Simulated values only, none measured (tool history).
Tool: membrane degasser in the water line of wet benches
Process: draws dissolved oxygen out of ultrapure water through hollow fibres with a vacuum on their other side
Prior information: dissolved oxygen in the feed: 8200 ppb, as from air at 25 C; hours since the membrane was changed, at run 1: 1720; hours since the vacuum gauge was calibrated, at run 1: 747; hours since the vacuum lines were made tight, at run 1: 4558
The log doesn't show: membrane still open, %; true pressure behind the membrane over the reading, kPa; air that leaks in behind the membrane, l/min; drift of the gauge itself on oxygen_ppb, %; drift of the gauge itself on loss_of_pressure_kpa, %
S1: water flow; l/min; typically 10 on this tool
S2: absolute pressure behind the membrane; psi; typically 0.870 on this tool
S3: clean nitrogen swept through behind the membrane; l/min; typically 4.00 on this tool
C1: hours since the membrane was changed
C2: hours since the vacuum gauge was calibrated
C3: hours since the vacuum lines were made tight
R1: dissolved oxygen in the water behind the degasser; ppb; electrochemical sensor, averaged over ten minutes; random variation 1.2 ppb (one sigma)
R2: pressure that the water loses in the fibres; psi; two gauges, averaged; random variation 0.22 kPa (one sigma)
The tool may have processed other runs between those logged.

run	day	S1	S2	S3	C1	C2	C3	R1	R2
1	0.000	10	0.870	4.00	1720	747	4558	114.9	8.140
2	1.717	10	0.870	4.00	1761	789	4599	112.5	8.060
3	4.229	10	0.870	5.62	1822	849	4659	108.6	8.025
4	6.162	10	0.870	5.62	1868	895	4706	106.6	8.038
5	8.333	10	0.870	4.00	1920	947	4758	110.5	7.941
6	11.133	10	0.870	4.00	1988	1015	4825	114.1	8.025
7	12.371	10	0.870	4.00	2017	1044	4854	112.9	7.986
8	14.379	10	0.870	4.00	2065	1092	4903	112.5	8.029
9	17.304	10	0.870	4.00	2136	1163	4973	113.6	7.951
10	19.975	10	0.870	4.00	2200	1227	5037	113.0	7.965
11	21.846	10	0.870	4.00	2245	1272	5082	112.6	7.918
12	23.233	10	0.728	2.30	2278	1305	5115	113.7	7.935
13	25.100	10	0.728	2.30	2323	1350	5160	114.1	7.983
14	26.775	7	1.362	4.00	2363	1390	5200	55.3	5.581
15	28.075	7	1.362	4.00	2394	1421	5231	55.5	5.591
16	31.012	7	1.362	4.00	2465	1492	5302	54.6	5.568
17	32.896	16	1.577	7.16	2510	1537	5347	358.1	12.737
18	35.138	11	0.828	7.16	2564	1591	5401	136.4	8.679
19	36.704	10	0.870	2.56	2601	1628	5439	123.1	7.952

Below are 3 alternative next runs, each starting from the tool's condition after run 19. Predict each:
A	39.579	8	1.967	3.53	2670	1697	5508	?	?
B	39.579	10	1.559	4.00	2670	1697	5508	?	?
C	39.579	10	0.870	5.90	2670	1697	5508	?	?

run	R1	R2
A	105.1	6.295
B	140.9	7.918
C	106.1	7.913
The same runs, with their run-to-run variation unchanged, on a tool lacking any hidden condition would have given:
run	R1	R2
A	105.1	6.411
B	140.8	8.063
C	106.1	8.058

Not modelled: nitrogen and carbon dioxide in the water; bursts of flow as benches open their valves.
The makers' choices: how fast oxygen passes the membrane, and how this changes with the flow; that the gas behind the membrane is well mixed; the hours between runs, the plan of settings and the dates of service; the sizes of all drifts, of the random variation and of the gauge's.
